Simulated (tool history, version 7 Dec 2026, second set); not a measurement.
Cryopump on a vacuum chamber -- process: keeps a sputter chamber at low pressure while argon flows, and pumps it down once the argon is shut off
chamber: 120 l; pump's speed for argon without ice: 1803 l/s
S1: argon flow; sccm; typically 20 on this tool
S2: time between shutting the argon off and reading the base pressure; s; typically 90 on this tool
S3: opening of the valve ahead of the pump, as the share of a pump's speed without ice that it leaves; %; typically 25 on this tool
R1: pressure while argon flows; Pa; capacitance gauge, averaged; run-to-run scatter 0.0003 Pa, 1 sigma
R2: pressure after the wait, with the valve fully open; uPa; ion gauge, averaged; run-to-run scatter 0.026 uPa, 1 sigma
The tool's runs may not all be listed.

| run | hour | S1 | S2 | S3 | R1 | R2 |
|---|---|---|---|---|---|---|
| 1 | 0.0 | 20 | 90 | 25 | 0.0779 | 1.57 |
| 2 | 19.8 | 20 | 90 | 25 | 0.0778 | 1.58 |
| 3 | 35.4 | 20 | 90 | 25 | 0.0784 | 1.61 |
| 4 | 71.6 | 8 | 90 | 25 | 0.0314 | 1.62 |
| 5 | 107.5 | 8 | 90 | 25 | 0.0314 | 1.62 |
| 6 | 132.6 | 20 | 90 | 25 | 0.0783 | 1.59 |
| 7 | 157.5 | 20 | 90 | 25 | 0.0788 | 1.66 |
| 8 | 180.3 | 20 | 90 | 25 | 0.0785 | 1.68 |
| 9 | 210.4 | 20 | 40 | 25 | 0.0785 | 2.76 |
| 10 | 242.3 | 20 | 40 | 25 | 0.0792 | 2.78 |
| 11 | 260.2 | 20 | 40 | 25 | 0.0796 | 2.85 |
|  | 268.4 | pump warmed up, emptied and cooled again |
| 12 | 294.3 | 20 | 90 | 25 | 0.0754 | 1.46 |
| 13 | 328.9 | 20 | 88 | 25 | 0.0755 | 1.51 |
| 14 | 350.8 | 20 | 88 | 25 | 0.0756 | 1.55 |
| 15 | 378.2 | 20 | 88 | 25 | 0.0757 | 1.52 |
| 16 | 400.9 | 12 | 104 | 40 | 0.0283 | 1.42 |
| 17 | 432.5 | 23 | 144 | 40 | 0.0549 | 1.23 |
| 18 | 448.6 | 18 | 152 | 34 | 0.0506 | 1.20 |
| 19 | 478.6 | 18 | 152 | 34 | 0.0505 | 1.18 |
| 20 | 497.4 | 31 | 76 | 54 | 0.0559 | 1.75 |
| 21 | 524.3 | 9 | 65 | 25 | 0.0344 | 1.94 |
| 22 | 561.8 | 9 | 65 | 25 | 0.0344 | 1.95 |
| 23 | 593.6 | 12 | 56 | 25 | 0.0463 | 2.08 |
| 24 | 610.8 | 20 | 43 | 17 | 0.1124 | 2.53 |
| 25 | 642.3 | 8 | 90 | 25 | 0.0308 | 1.63 |
| 26 | 661.5 | 8 | 90 | 25 | 0.0310 | 1.59 |
| 27 | 682.4 | 14 | 59 | 25 | 0.0545 | 2.11 |
| 28 | 718.3 | 24 | 61 | 23 | 0.1009 | 2.10 |
| 29 | 744.9 | 9 | 119 | 25 | 0.0350 | 1.44 |
| 30 | 778.7 | 16 | 133 | 22 | 0.0706 | 1.36 |

A few steps of R1 between consecutive runs. Split each: what settings, incoming material and random variation would produce without the hidden state, and what is left over for the hidden state, along with gauge scatter present in only one of the two compared results (measured, and without hidden state):
Hidden state at play: pump's speed, % of a pump's without ice; cold plate's temperature, K; leak into the chamber, uPa l/s; drift of the gauge itself on working_pa, %; drift of the gauge itself on base_upa, %.
Run 5 -> 6: S1 8 -> 20. R1 +0.0469 Pa: hidden state +0.0023, all else +0.0446.
Run 11 -> 12: S2 40 -> 90, pump warmed up, emptied and cooled again. R1 -0.0042 Pa: hidden state -0.0041, all else -0.0001.
Run 23 -> 24: S1 12 -> 20, S2 56 -> 43, S3 25 -> 17. R1 +0.0661 Pa: hidden state +0.0009, all else +0.0652.
Run 24 -> 25: S1 20 -> 8, S2 43 -> 90, S3 17 -> 25. R1 -0.0816 Pa: hidden state -0.0012, all else -0.0804.
Run 28 -> 29: S1 24 -> 9, S2 61 -> 119, S3 23 -> 25. R1 -0.0659 Pa: hidden state -0.0018, all else -0.0641.

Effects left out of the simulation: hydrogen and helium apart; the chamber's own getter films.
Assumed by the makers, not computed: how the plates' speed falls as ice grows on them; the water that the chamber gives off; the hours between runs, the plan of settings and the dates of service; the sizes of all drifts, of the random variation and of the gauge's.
